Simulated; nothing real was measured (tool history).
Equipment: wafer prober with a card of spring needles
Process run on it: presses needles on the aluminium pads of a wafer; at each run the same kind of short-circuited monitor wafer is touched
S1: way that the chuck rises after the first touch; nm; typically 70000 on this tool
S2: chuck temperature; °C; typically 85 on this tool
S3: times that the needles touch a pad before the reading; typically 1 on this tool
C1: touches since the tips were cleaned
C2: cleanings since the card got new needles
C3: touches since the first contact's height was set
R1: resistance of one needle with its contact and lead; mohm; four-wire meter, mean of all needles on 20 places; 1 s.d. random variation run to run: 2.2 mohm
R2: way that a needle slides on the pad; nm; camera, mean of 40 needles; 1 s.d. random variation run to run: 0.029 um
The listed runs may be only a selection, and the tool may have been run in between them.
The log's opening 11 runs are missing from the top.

{"hour": 218.5, "done": "height of the first contact set anew"}
{"hour": 222.9, "done": "tips cleaned on abrasive film"}
{"hour": 236.8, "done": "tips cleaned on abrasive film"}
{"run": 12, "hour": 241.0, "S1": 70000, "S2": 43, "S3": 1, "C1": 2073, "C2": 63, "C3": 10921, "R1": 267, "R2": 14540}
{"hour": 249.9, "done": "tips cleaned on abrasive film"}
{"run": 13, "hour": 257.8, "S1": 70000, "S2": 43, "S3": 1, "C1": 3860, "C2": 64, "C3": 19066, "R1": 288, "R2": 14490}
{"hour": 262.5, "done": "tips cleaned on abrasive film"}
{"hour": 276.8, "done": "tips cleaned on abrasive film"}
{"hour": 289.5, "done": "tips cleaned on abrasive film"}
{"run": 14, "hour": 289.5, "S1": 70000, "S2": 43, "S3": 1, "C1": 0, "C2": 67, "C3": 34375, "R1": 236, "R2": 14470}
{"hour": 302.8, "done": "tips cleaned on abrasive film"}
{"run": 15, "hour": 314.0, "S1": 61000, "S2": 43, "S3": 1, "C1": 5489, "C2": 68, "C3": 46318, "R1": 313, "R2": 12540}
{"hour": 317.0, "done": "tips cleaned on abrasive film"}
{"hour": 329.1, "done": "tips cleaned on abrasive film"}
{"hour": 343.2, "done": "tips cleaned on abrasive film"}
{"run": 16, "hour": 343.5, "S1": 61000, "S2": 43, "S3": 1, "C1": 171, "C2": 71, "C3": 60584, "R1": 251, "R2": 12460}
{"hour": 355.6, "done": "tips cleaned on abrasive film"}
{"hour": 367.6, "done": "tips cleaned on abrasive film"}
{"run": 17, "hour": 377.0, "S1": 77000, "S2": 54, "S3": 1, "C1": 4561, "C2": 73, "C3": 76819, "R1": 284, "R2": 15800}
{"hour": 381.8, "done": "tips cleaned on abrasive film"}
{"hour": 395.7, "done": "tips cleaned on abrasive film"}
{"run": 18, "hour": 396.8, "S1": 82000, "S2": 50, "S3": 1, "C1": 529, "C2": 75, "C3": 86392, "R1": 245, "R2": 16730}
{"hour": 410.2, "done": "tips cleaned on abrasive film"}
{"run": 19, "hour": 412.3, "S1": 56000, "S2": 94, "S3": 1, "C1": 1064, "C2": 76, "C3": 93955, "R1": 285, "R2": 11350}
{"hour": 422.1, "done": "tips cleaned on abrasive film"}
{"hour": 435.3, "done": "tips cleaned on abrasive film"}
{"run": 20, "hour": 441.4, "S1": 56000, "S2": 94, "S3": 1, "C1": 2984, "C2": 78, "C3": 108057, "R1": 321, "R2": 11320}
{"hour": 447.7, "done": "tips cleaned on abrasive film"}
{"hour": 459.7, "done": "tips cleaned on abrasive film"}
{"run": 21, "hour": 465.0, "S1": 72000, "S2": 94, "S3": 1, "C1": 2628, "C2": 80, "C3": 119502, "R1": 289, "R2": 14570}
{"hour": 471.6, "done": "tips cleaned on abrasive film"}
{"hour": 483.5, "done": "tips cleaned on abrasive film"}
{"hour": 495.6, "done": "tips cleaned on abrasive film"}
{"run": 22, "hour": 496.4, "S1": 72000, "S2": 94, "S3": 1, "C1": 362, "C2": 83, "C3": 134651, "R1": 261, "R2": 14510}
{"hour": 508.0, "done": "tips cleaned on abrasive film"}
{"run": 23, "hour": 514.9, "S1": 85000, "S2": 86, "S3": 1, "C1": 3387, "C2": 84, "C3": 143654, "R1": 277, "R2": 17230}
{"hour": 522.0, "done": "tips cleaned on abrasive film"}
{"hour": 534.3, "done": "tips cleaned on abrasive film"}
{"run": 24, "hour": 545.0, "S1": 85000, "S2": 86, "S3": 2, "C1": 5197, "C2": 86, "C3": 158236, "R1": 270, "R2": 17120}
{"hour": 547.7, "done": "tips cleaned on abrasive film"}
{"hour": 561.4, "done": "tips cleaned on abrasive film"}
{"run": 25, "hour": 565.4, "S1": 85000, "S2": 86, "S3": 2, "C1": 1950, "C2": 88, "C3": 168142, "R1": 252, "R2": 17100}
{"hour": 574.5, "done": "tips cleaned on abrasive film"}
{"hour": 588.4, "done": "tips cleaned on abrasive film"}
{"run": 26, "hour": 599.6, "S1": 85000, "S2": 108, "S3": 2, "C1": 5456, "C2": 90, "C3": 184730, "R1": 274, "R2": 17030}
{"hour": 602.5, "done": "tips cleaned on abrasive film"}
{"hour": 608.9, "done": "height of the first contact set anew"}
{"hour": 616.1, "done": "tips cleaned on abrasive film"}
{"hour": 628.6, "done": "tips cleaned on abrasive film"}
{"run": 27, "hour": 634.0, "S1": 75000, "S2": 82, "S3": 2, "C1": 2610, "C2": 93, "C3": 12136, "R1": 264, "R2": 15570}
{"hour": 641.4, "done": "tips cleaned on abrasive film"}
{"hour": 654.6, "done": "tips cleaned on abrasive film"}
{"run": 28, "hour": 662.9, "S1": 75000, "S2": 82, "S3": 2, "C1": 4050, "C2": 95, "C3": 26142, "R1": 271, "R2": 15480}
{"hour": 667.9, "done": "tips cleaned on abrasive film"}
{"hour": 681.1, "done": "tips cleaned on abrasive film"}
{"run": 29, "hour": 689.9, "S1": 75000, "S2": 82, "S3": 2, "C1": 4301, "C2": 97, "C3": 39257, "R1": 279, "R2": 15500}
{"hour": 692.9, "done": "tips cleaned on abrasive film"}
{"hour": 706.3, "done": "tips cleaned on abrasive film"}
{"hour": 720.6, "done": "tips cleaned on abrasive film"}
{"run": 30, "hour": 722.9, "S1": 72000, "S2": 79, "S3": 2, "C1": 1089, "C2": 100, "C3": 55205, "R1": 258, "R2": 14830}
{"hour": 733.2, "done": "tips cleaned on abrasive film"}
{"hour": 746.0, "done": "tips cleaned on abrasive film"}
{"run": 31, "hour": 748.3, "S1": 72000, "S2": 79, "S3": 2, "C1": 1158, "C2": 102, "C3": 67553, "R1": 258, "R2": 14750}

Each row is a separate what-if for the run after 31, all from the same tool condition, not one after another. Results?
{"hour": 758.9, "done": "tips cleaned on abrasive film"}
{"hour": 770.9, "done": "tips cleaned on abrasive film"}
{"run": "A", "hour": 776.6, "S1": 85000, "S2": 85, "S3": 1, "C1": 2750, "C2": 104, "C3": 81244, "R1": "?", "R2": "?"}
{"hour": 758.9, "done": "tips cleaned on abrasive film"}
{"hour": 770.9, "done": "tips cleaned on abrasive film"}
{"run": "B", "hour": 776.6, "S1": 72000, "S2": 94, "S3": 2, "C1": 2750, "C2": 104, "C3": 81244, "R1": "?", "R2": "?"}
{"hour": 758.9, "done": "tips cleaned on abrasive film"}
{"hour": 770.9, "done": "tips cleaned on abrasive film"}
{"run": "C", "hour": 776.6, "S1": 70000, "S2": 85, "S3": 2, "C1": 2750, "C2": 104, "C3": 81244, "R1": "?", "R2": "?"}

run=A R1=271 R2=17450
run=B R1=276 R2=14690
run=C R1=275 R2=14340
Had the tool no hidden state, the same runs would have come out as:
run=A R1=234 R2=17700
run=B R1=244 R2=14950
run=C R1=241 R2=14600

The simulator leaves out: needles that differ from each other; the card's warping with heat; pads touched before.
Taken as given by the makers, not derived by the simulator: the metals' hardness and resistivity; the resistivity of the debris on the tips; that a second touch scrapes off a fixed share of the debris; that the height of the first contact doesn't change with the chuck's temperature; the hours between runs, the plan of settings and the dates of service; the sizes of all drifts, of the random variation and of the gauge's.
